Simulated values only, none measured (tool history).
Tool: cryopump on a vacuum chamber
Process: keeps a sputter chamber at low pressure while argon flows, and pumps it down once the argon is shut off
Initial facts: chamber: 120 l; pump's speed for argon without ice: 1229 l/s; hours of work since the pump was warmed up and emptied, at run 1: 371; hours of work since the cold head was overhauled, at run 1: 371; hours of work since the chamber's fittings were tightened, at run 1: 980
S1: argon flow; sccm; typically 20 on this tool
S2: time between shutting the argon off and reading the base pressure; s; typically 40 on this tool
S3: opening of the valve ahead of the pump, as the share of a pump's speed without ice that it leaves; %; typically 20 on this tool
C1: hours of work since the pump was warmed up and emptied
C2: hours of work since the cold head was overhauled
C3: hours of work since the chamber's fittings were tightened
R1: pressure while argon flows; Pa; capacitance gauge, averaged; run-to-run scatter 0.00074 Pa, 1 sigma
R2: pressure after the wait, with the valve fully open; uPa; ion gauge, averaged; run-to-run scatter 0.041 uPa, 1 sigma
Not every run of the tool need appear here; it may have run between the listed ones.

run	hour	S1	S2	S3	C1	C2	C3	R1	R2
1	0	20	40	20	371	371	980	0.1477	2.78
2	26.5	20	40	20	393	393	1002	0.1505	2.84
# hour 36.6: pump warmed up, emptied and cooled again
3	53.9	20	40	20	14	412	1021	0.1359	2.62
4	68.6	20	40	20	27	424	1033	0.1386	2.62
5	85.6	20	40	20	41	439	1048	0.1386	2.67
6	99.7	20	40	20	53	450	1059	0.1383	2.65
7	127.4	20	40	20	76	474	1083	0.1387	2.77
8	148	37	40	20	93	491	1100	0.258	2.72
9	160.9	20	40	51	104	502	1111	0.057	2.72
10	182.3	20	40	51	122	520	1129	0.0573	2.66
11	199.1	19	40	20	136	534	1143	0.1348	2.66
12	225.9	19	40	20	159	556	1165	0.1356	2.73
13	253.1	38	91	20	181	579	1188	0.2711	1.58
14	279.6	38	91	23	204	601	1210	0.238	1.61
15	309.7	20	75	23	229	626	1235	0.1252	1.87
16	338.6	20	75	23	253	651	1259	0.1276	1.88
17	353	20	41	36	265	663	1272	0.0841	2.89
18	367.6	16	41	28	277	675	1284	0.085	2.86
19	381	16	41	28	288	686	1295	0.0864	2.83
20	409.6	16	41	28	312	710	1319	0.0849	2.89
21	435.7	37	31	35	334	732	1341	0.1635	3.49

The next listed run, before its measurement:
22	455.1	12	97	26	350	748	1357	?	?

{"run 22": {"R1": 0.07, "R2": 1.67}}
Had the tool carried no hidden state, the very same run would have given R1 0.0638 Pa, R2 1.1 uPa.

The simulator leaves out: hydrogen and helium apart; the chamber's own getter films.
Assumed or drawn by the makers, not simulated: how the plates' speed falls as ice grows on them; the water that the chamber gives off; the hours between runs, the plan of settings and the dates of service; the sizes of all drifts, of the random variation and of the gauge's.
